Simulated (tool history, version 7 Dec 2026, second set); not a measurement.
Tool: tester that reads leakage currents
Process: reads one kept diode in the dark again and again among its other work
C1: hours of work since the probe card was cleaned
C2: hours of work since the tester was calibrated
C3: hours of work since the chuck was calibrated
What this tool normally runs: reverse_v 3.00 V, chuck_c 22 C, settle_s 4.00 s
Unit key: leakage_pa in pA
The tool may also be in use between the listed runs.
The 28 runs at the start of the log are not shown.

{"run": 29, "day": 222.942, "reverse_v": 2.03, "chuck_c": 21, "settle_s": 0.46, "C1": 707, "C2": 237, "C3": 1328, "leakage_pa": 7.47}
{"run": 30, "day": 230.35, "reverse_v": 4.3, "chuck_c": 21, "settle_s": 0.46, "C1": 800, "C2": 331, "C3": 1422, "leakage_pa": 12.3}
{"day": 234.862, "done": "chuck's temperature calibrated"}
{"run": 31, "day": 237.921, "reverse_v": 3.0, "chuck_c": 51, "settle_s": 0.94, "C1": 895, "C2": 425, "C3": 39, "leakage_pa": 95.55}
{"run": 32, "day": 249.017, "reverse_v": 8.3, "chuck_c": 47, "settle_s": 4.0, "C1": 1035, "C2": 565, "C3": 179, "leakage_pa": 125.91}
{"day": 250.271, "done": "probe card cleaned and baked"}
{"run": 33, "day": 255.917, "reverse_v": 2.21, "chuck_c": 43, "settle_s": 4.0, "C1": 71, "C2": 651, "C3": 264, "leakage_pa": 43.48}
{"run": 34, "day": 262.267, "reverse_v": 3.0, "chuck_c": 22, "settle_s": 4.0, "C1": 151, "C2": 731, "C3": 344, "leakage_pa": 9.81}
{"run": 35, "day": 269.738, "reverse_v": 3.0, "chuck_c": 22, "settle_s": 4.0, "C1": 246, "C2": 825, "C3": 439, "leakage_pa": 9.84}
{"run": 36, "day": 276.888, "reverse_v": 17.11, "chuck_c": 22, "settle_s": 4.86, "C1": 336, "C2": 916, "C3": 529, "leakage_pa": 27.81}
{"run": 37, "day": 286.025, "reverse_v": 17.11, "chuck_c": 22, "settle_s": 4.86, "C1": 451, "C2": 1031, "C3": 644, "leakage_pa": 28.93}
{"run": 38, "day": 294.679, "reverse_v": 17.11, "chuck_c": 22, "settle_s": 4.86, "C1": 561, "C2": 1140, "C3": 753, "leakage_pa": 30.1}

Forecast each of these 4 alternatives for the next run:
{"run": "A", "day": 305.012, "reverse_v": 1.51, "chuck_c": 22, "settle_s": 8.55, "C1": 691, "C2": 1271, "C3": 884, "leakage_pa": "?"}
{"run": "B", "day": 305.012, "reverse_v": 1.96, "chuck_c": 22, "settle_s": 4.0, "C1": 691, "C2": 1271, "C3": 884, "leakage_pa": "?"}
{"run": "C", "day": 305.012, "reverse_v": 3.51, "chuck_c": 22, "settle_s": 4.0, "C1": 691, "C2": 1271, "C3": 884, "leakage_pa": "?"}
{"run": "D", "day": 305.012, "reverse_v": 3.0, "chuck_c": 22, "settle_s": 1.75, "C1": 691, "C2": 1271, "C3": 884, "leakage_pa": "?"}

run=A leakage_pa=6.70
run=B leakage_pa=7.97
run=C leakage_pa=11.24
run=D leakage_pa=10.25
With the hidden condition removed and each run's random variation left untouched, the same runs would have given:
run=A leakage_pa=6.73
run=B leakage_pa=7.90
run=C leakage_pa=10.79
run=D leakage_pa=9.94

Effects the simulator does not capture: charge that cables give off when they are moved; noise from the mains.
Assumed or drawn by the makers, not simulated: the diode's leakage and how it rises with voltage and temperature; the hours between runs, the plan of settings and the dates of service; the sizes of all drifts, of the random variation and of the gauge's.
